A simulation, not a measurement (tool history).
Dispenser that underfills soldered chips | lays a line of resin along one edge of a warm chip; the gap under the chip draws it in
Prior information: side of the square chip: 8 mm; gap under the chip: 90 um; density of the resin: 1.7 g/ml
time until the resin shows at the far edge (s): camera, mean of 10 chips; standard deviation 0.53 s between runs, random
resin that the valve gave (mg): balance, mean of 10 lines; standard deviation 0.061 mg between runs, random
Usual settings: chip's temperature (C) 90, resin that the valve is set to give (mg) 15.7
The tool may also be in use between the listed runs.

run	hour	chip's temperature (C)	resin that the valve is set to give (mg)	time until the resin shows at the far edge (s)	resin that the valve gave (mg)
1	0.0	90	15.7	53.4	15.51
2	6.4	90	15.7	64.4	15.37
3	13.1	90	15.7	51.5	15.46
4	22.3	90	15.7	67.5	15.37
5	28.3	86	15.7	65.6	15.39
6	34.6	102	15.7	36.3	15.39
7	41.0	102	15.7	29.7	15.32
8	48.0	102	15.7	37.4	15.39
9	56.7	102	15.7	31.1	15.62
10	63.2	102	16.5	35.9	16.43
11	70.4	102	16.5	31.0	16.43
12	79.9	102	16.5	27.0	16.37
13	88.2	102	16.5	33.8	16.33
14	96.6	90	16.5	50.8	16.21
15	101.7	101	16.5	35.7	16.12
16	107.8	83	16.5	67.0	16.16
17	115.1	90	15.7	58.7	15.39
18	119.1	90	15.7	67.5	15.28
19	125.7	92	17.6	48.6	17.08
20	132.8	92	17.6	60.5	16.97
21	138.3	97	18.7	36.0	18.05
22	145.8	82	18.6	94.3	17.90
23	154.1	88	15.8	56.0	15.93
24	161.0	88	15.8	70.1	15.79
25	169.4	86	17.6	68.1	17.51
26	174.8	86	17.6	79.6	17.39
27	179.3	104	15.7	25.9	15.48
28	187.9	104	15.7	33.1	15.59
29	196.8	104	15.7	29.0	15.46
30	205.3	76	18.3	140.1	17.92
31	213.2	76	18.3	113.4	17.85
32	219.7	94	15.5	57.6	15.13
33	225.7	94	15.5	47.1	15.06
34	233.0	90	13.9	71.5	13.54
35	237.6	100	18.2	32.1	17.63

Put back what was entered between runs (19 entries, withheld): which listed runs does each sit between, and how does the hidden state differ from the listed run before to the listed run after?
From run 2 to run 3: new syringe of resin (hour 9.4)
  resin's viscosity, % of fresh resin's: 139.8 -> 112.5; dose that the valve gives, % of what is set: 98.46 -> 98.2; true chip temperature over the reading, C: -0.89 -> -0.91
  measured result minus the result with no hidden state, time until the resin shows at the far edge (s): +20.3 -> +7.8; resin that the valve gave (mg): -0.24 -> -0.29
From run 4 to run 5: new syringe of resin (hour 23.0)
  resin's viscosity, % of fresh resin's: 148.3 -> 114.8; dose that the valve gives, % of what is set: 97.85 -> 97.66; true chip temperature over the reading, C: -0.95 -> -0.97
  measured result minus the result with no hidden state, time until the resin shows at the far edge (s): +24.1 -> +11.3; resin that the valve gave (mg): -0.34 -> -0.37
From run 6 to run 7: new syringe of resin (hour 36.9)
  resin's viscosity, % of fresh resin's: 138.7 -> 111.1; dose that the valve gives, % of what is set: 97.41 -> 97.19; true chip temperature over the reading, C: -0.99 -> -1
  measured result minus the result with no hidden state, time until the resin shows at the far edge (s): +11.4 -> +4.3; resin that the valve gave (mg): -0.41 -> -0.44
From run 8 to run 9: new syringe of resin (hour 51.0); dispensing valve cleaned and set on the balance (hour 55.0)
  resin's viscosity, % of fresh resin's: 137.6 -> 114.8; dose that the valve gives, % of what is set: 96.9 -> 99.73; true chip temperature over the reading, C: -1.03 -> -1.05
  measured result minus the result with no hidden state, time until the resin shows at the far edge (s): +11.4 -> +5.3; resin that the valve gave (mg): -0.49 -> -0.04
From run 10 to run 11: new syringe of resin (hour 66.0)
  resin's viscosity, % of fresh resin's: 139.6 -> 114.3; dose that the valve gives, % of what is set: 99.48 -> 99.21; true chip temperature over the reading, C: -1.07 -> -1.1
  measured result minus the result with no hidden state, time until the resin shows at the far edge (s): +11.6 -> +5.1; resin that the valve gave (mg): -0.09 -> -0.13
From run 11 to run 12: new syringe of resin (hour 79.9)
  resin's viscosity, % of fresh resin's: 114.3 -> 99.4; dose that the valve gives, % of what is set: 99.21 -> 98.83; true chip temperature over the reading, C: -1.1 -> -1.13
  measured result minus the result with no hidden state, time until the resin shows at the far edge (s): +5.1 -> +1.2; resin that the valve gave (mg): -0.13 -> -0.19
From run 13 to run 14: new syringe of resin (hour 93.9)
  resin's viscosity, % of fresh resin's: 127.8 -> 110.2; dose that the valve gives, % of what is set: 98.51 -> 98.2; true chip temperature over the reading, C: -1.15 -> -1.18
  measured result minus the result with no hidden state, time until the resin shows at the far edge (s): +8.8 -> +7.3; resin that the valve gave (mg): -0.25 -> -0.30
From run 15 to run 16: new syringe of resin (hour 107.4)
  resin's viscosity, % of fresh resin's: 128.5 -> 102.9; dose that the valve gives, % of what is set: 98.03 -> 97.79; true chip temperature over the reading, C: -1.2 -> -1.22
  measured result minus the result with no hidden state, time until the resin shows at the far edge (s): +9.4 -> +5.9; resin that the valve gave (mg): -0.32 -> -0.37
From run 18 to run 19: new syringe of resin (hour 121.1)
  resin's viscosity, % of fresh resin's: 144.7 -> 115.7; dose that the valve gives, % of what is set: 97.37 -> 97.13; true chip temperature over the reading, C: -1.26 -> -1.28
  measured result minus the result with no hidden state, time until the resin shows at the far edge (s): +23.5 -> +9.1; resin that the valve gave (mg): -0.41 -> -0.51
From run 20 to run 21: new syringe of resin (hour 135.2)
  resin's viscosity, % of fresh resin's: 143.1 -> 110; dose that the valve gives, % of what is set: 96.85 -> 96.65; true chip temperature over the reading, C: -1.3 -> -1.32
  measured result minus the result with no hidden state, time until the resin shows at the far edge (s): +20.7 -> +5.2; resin that the valve gave (mg): -0.55 -> -0.62
From run 22 to run 23: dispensing valve cleaned and set on the balance (hour 148.0); new syringe of resin (hour 150.2)
  resin's viscosity, % of fresh resin's: 138 -> 110.1; dose that the valve gives, % of what is set: 96.38 -> 99.88; true chip temperature over the reading, C: -1.35 -> -1.37
  measured result minus the result with no hidden state, time until the resin shows at the far edge (s): +30.5 -> +8.4; resin that the valve gave (mg): -0.68 -> -0.02
From run 24 to run 25: new syringe of resin (hour 164.0)
  resin's viscosity, % of fresh resin's: 135.4 -> 119.1; dose that the valve gives, % of what is set: 99.62 -> 99.34; true chip temperature over the reading, C: -1.4 -> -1.43
  measured result minus the result with no hidden state, time until the resin shows at the far edge (s): +21.9 -> +14.8; resin that the valve gave (mg): -0.06 -> -0.11
From run 26 to run 27: new syringe of resin (hour 178.2)
  resin's viscosity, % of fresh resin's: 140.1 -> 102.4; dose that the valve gives, % of what is set: 99.11 -> 98.96; true chip temperature over the reading, C: -1.45 -> -1.46
  measured result minus the result with no hidden state, time until the resin shows at the far edge (s): +26.6 -> +2.2; resin that the valve gave (mg): -0.15 -> -0.16
From run 28 to run 29: new syringe of resin (hour 192.5)
  resin's viscosity, % of fresh resin's: 132.4 -> 114.9; dose that the valve gives, % of what is set: 98.64 -> 98.3; true chip temperature over the reading, C: -1.49 -> -1.52
  measured result minus the result with no hidden state, time until the resin shows at the far edge (s): +9.8 -> +5.4; resin that the valve gave (mg): -0.21 -> -0.27
From run 30 to run 31: new syringe of resin (hour 206.8)
  resin's viscosity, % of fresh resin's: 148.2 -> 121.5; dose that the valve gives, % of what is set: 97.98 -> 97.7; true chip temperature over the reading, C: -1.55 -> -1.57
  measured result minus the result with no hidden state, time until the resin shows at the far edge (s): +52.8 -> +27.3; resin that the valve gave (mg): -0.37 -> -0.42
From run 32 to run 33: new syringe of resin (hour 220.7)
  resin's viscosity, % of fresh resin's: 147.6 -> 118.2; dose that the valve gives, % of what is set: 97.45 -> 97.24; true chip temperature over the reading, C: -1.59 -> -1.61
  measured result minus the result with no hidden state, time until the resin shows at the far edge (s): +21.4 -> +10.2; resin that the valve gave (mg): -0.40 -> -0.43
From run 34 to run 35: new syringe of resin (hour 234.7)
  resin's viscosity, % of fresh resin's: 147.2 -> 110.6; dose that the valve gives, % of what is set: 96.98 -> 96.81; true chip temperature over the reading, C: -1.63 -> -1.65
  measured result minus the result with no hidden state, time until the resin shows at the far edge (s): +26.9 -> +5.3; resin that the valve gave (mg): -0.42 -> -0.58
